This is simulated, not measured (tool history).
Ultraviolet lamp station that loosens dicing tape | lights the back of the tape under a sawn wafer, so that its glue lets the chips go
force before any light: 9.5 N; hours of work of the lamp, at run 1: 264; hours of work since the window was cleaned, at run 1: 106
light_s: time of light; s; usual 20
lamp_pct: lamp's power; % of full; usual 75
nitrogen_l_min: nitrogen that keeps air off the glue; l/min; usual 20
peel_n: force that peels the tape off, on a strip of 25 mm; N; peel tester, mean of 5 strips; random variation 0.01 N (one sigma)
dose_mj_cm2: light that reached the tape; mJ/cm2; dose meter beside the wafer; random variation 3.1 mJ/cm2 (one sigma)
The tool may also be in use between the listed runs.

| run | hour | light_s | lamp_pct | nitrogen_l_min | hours of work of the lamp | hours of work since the window was cleaned | peel_n | dose_mj_cm2 |
|---|---|---|---|---|---|---|---|---|
| 1 | 0 | 20 | 75 | 20 | 264 | 106 | 0.621 | 411 |
| 2 | 12.6 | 20 | 75 | 9 | 270 | 112 | 1.034 | 409 |
| 3 | 29.4 | 20 | 60 | 20 | 277 | 119 | 0.99 | 327 |
| 4 | 41.5 | 20 | 60 | 20 | 283 | 125 | 1.021 | 319 |
| 5 | 53.6 | 20 | 60 | 20 | 288 | 130 | 1.008 | 322 |
| 6 | 69.2 | 20 | 60 | 20 | 295 | 137 | 1.043 | 321 |
| 7 | 84.8 | 20 | 61 | 20 | 302 | 144 | 1.056 | 322 |
| 8 | 94.1 | 20 | 61 | 20 | 306 | 148 | 1.03 | 321 |
| 9 | 113.3 | 18 | 62 | 20 | 314 | 156 | 1.269 | 292 |
| 10 | 127.6 | 38 | 62 | 17 | 321 | 163 | 0.252 | 616 |
| 11 | 137.5 | 37 | 81 | 10 | 325 | 167 | 0.216 | 786 |

Run 12 comes next. What will it give?
| 12 | 149.5 | 22 | 74 | 13 | 330 | 172 | ? | ? |

{"run 12": {"peel_n": 0.753, "dose_mj_cm2": 422}}
Without the tool's hidden state the same run would have given peel_n 0.472 N, dose_mj_cm2 515 mJ/cm2.
